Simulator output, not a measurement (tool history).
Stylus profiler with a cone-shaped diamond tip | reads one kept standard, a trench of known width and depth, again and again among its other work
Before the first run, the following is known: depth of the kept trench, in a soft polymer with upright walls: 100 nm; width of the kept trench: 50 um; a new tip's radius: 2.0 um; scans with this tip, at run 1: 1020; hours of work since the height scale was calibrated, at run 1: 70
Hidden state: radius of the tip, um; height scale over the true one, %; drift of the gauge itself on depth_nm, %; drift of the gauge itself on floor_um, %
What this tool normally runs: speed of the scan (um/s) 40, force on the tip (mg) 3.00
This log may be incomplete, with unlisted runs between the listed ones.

run     day  speed of the scan (um/s)  force on the tip (mg)  scans with this tip  hours of work since the height scale was calibrated  depth of the trench (Å)  width of the trench's floor (um)
  1   0.000                        40                   3.00                 1020                                                   70                   1016.9                             48.69
  2   1.854                       111                   3.00                 1353                                                   92                   1015.7                             48.52
  3   2.700                       111                   3.00                 1506                                                  103                   1017.9                             48.49
  4   4.446                        12                   3.00                 1819                                                  124                   1015.8                             48.68
  5   5.571                        40                   1.18                 2021                                                  138                   1007.2                             48.59
  6   6.488                        13                   3.00                 2186                                                  149                   1016.5                             48.65
  7   8.417                        40                   3.15                 2533                                                  173                   1016.7                             48.60
  8   9.846                        40                   3.17                 2790                                                  191                   1016.5                             48.62
  9  10.892                        40                   3.17                 2978                                                  203                   1016.7                             48.63

For run 10, what comes out?
 10  12.842                        40                   3.17                 3329                                                  227                        ?                                 ?

depth of the trench (Å): 1016.6
width of the trench's floor (um): 48.57
With no hidden state in the tool, this same run would have given depth of the trench (Å) 1018.1, width of the trench's floor (um) 48.66.
